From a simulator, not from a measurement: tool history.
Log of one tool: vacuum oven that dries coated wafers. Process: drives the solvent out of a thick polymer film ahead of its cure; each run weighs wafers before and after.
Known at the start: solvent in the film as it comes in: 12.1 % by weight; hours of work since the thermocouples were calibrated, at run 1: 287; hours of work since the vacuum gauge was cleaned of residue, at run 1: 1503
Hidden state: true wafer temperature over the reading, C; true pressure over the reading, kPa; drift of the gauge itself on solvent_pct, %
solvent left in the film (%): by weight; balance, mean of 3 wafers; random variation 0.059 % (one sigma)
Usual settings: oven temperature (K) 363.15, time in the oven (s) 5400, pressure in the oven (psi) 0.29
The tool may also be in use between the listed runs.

run	hour	oven temperature (K)	time in the oven (s)	pressure in the oven (psi)	hours of work since the thermocouples were calibrated	hours of work since the vacuum gauge was cleaned of residue	solvent left in the film (%)
1	0	363.15	5400	0.29	287	1503	3.45
2	83.7	363.15	5400	0.29	327	1543	3.44
3	123.3	363.15	5400	0.29	346	1561	3.57
4	163.6	363.15	5400	0.29	365	1580	3.52
5	217.5	363.15	5400	0.29	391	1606	3.63
6	287.5	363.15	3360	0.29	424	1639	4.99
7	376.7	363.15	3360	0.29	466	1682	4.97
8	418.3	363.15	3360	0.29	486	1701	4.96
9	490.8	363.15	3360	0.29	521	1736	5
10	577.9	363.15	3360	0.29	562	1777	5.06
11	651.1	363.15	5400	0.29	597	1812	3.57
12	717.1	363.15	5400	0.886	628	1843	5.67
13	790	363.15	5400	0.29	663	1878	3.64
14	835.5	363.15	3720	0.29	684	1899	4.72
15	895.6	363.15	3720	0.29	713	1928	4.79
16	953.4	357.15	3600	0.413	740	1955	6.62
# hour 959.8: oven's thermocouples calibrated
17	1002.1	357.15	3600	0.413	20	1978	6.81
18	1077.2	357.15	3600	0.413	56	2013	6.81
19	1116.3	357.15	5880	0.413	74	2032	5.35
# hour 1134.1: oven's thermocouples calibrated, once more
20	1164.6	357.15	2820	0.719	14	2054	7.96
21	1236	357.15	3420	0.719	48	2088	7.58
22	1325.6	349.15	5460	0.157	91	2130	6.36
23	1383.9	360.15	5040	0.187	119	2158	4.03
24	1456.8	373.15	7200	0.502	153	2193	1.89
25	1543.5	359.15	2820	0.183	194	2234	6.04
26	1630.6	360.15	5400	0.168	236	2275	3.84
27	1711.8	360.15	5400	0.168	274	2314	3.75
28	1783.6	360.15	5400	0.168	308	2348	3.82
29	1863.1	361.15	5400	0.38	346	2385	4.34

How the hidden state differs across the entries between the runs, from the last listed run before each to the first after it:
Between runs 16 and 17: oven's thermocouples calibrated (hour 959.8)
  true wafer temperature over the reading, C: -0.73 -> -0.94; true pressure over the reading, kPa: 0.846 -> 0.856
  measured less the result without the state, solvent left in the film (%): +0.55 -> +0.61
Between runs 19 and 20: oven's thermocouples calibrated, once more (hour 1134.1)
  true wafer temperature over the reading, C: -0.99 -> 0.26; true pressure over the reading, kPa: 0.879 -> 0.888
  measured less the result without the state, solvent left in the film (%): +0.74 -> +0.3
